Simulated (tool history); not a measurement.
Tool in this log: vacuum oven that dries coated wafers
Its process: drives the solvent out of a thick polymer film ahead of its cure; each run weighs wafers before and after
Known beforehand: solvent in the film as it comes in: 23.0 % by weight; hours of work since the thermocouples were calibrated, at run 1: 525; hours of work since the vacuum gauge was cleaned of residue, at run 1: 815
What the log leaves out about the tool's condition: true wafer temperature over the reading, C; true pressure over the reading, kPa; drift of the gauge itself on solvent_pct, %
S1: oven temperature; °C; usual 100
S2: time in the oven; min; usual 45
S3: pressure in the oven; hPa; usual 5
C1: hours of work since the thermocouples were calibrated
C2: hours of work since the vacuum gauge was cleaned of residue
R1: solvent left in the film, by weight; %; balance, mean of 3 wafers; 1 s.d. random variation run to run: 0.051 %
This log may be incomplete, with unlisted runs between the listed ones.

| run | hour | S1 | S2 | S3 | C1 | C2 | R1 |
|---|---|---|---|---|---|---|---|
| 1 | 0 | 100 | 45 | 5 | 525 | 815 | 1.35 |
| 2 | 28.4 | 100 | 45 | 5 | 545 | 836 | 1.41 |
| 3 | 59.4 | 100 | 45 | 5 | 567 | 858 | 1.39 |
| 4 | 79.6 | 100 | 45 | 5 | 581 | 872 | 1.37 |
| 5 | 110.8 | 100 | 45 | 5 | 604 | 894 | 1.49 |
| 6 | 157 | 90 | 32 | 18.35 | 637 | 927 | 7.5 |
| 7 | 204 | 91 | 68 | 3.23 | 670 | 961 | 2.1 |
| 8 | 243.7 | 91 | 47 | 6.3 | 698 | 989 | 4.16 |
| 9 | 286.3 | 91 | 47 | 6.3 | 729 | 1020 | 4.17 |
| 10 | 309.3 | 91 | 49 | 6.3 | 745 | 1036 | 3.95 |

Each row is a separate what-if for the run after 10, all from the same tool condition, not one after another. Results?
| A | 350.7 | 99 | 49 | 4.58 | 775 | 1065 | ? |
| B | 350.7 | 102 | 36 | 12.92 | 775 | 1065 | ? |
| C | 350.7 | 100 | 45 | 10.95 | 775 | 1065 | ? |
| D | 350.7 | 104 | 49 | 7.64 | 775 | 1065 | ? |

| run | R1 |
|---|---|
| A | 1.53 |
| B | 2.04 |
| C | 1.75 |
| D | 0.72 |
Take away the tool's hidden state, keep each run's random variation, and the runs would have read:
| run | R1 |
|---|---|
| A | 1.13 |
| B | 1.59 |
| C | 1.33 |
| D | 0.49 |

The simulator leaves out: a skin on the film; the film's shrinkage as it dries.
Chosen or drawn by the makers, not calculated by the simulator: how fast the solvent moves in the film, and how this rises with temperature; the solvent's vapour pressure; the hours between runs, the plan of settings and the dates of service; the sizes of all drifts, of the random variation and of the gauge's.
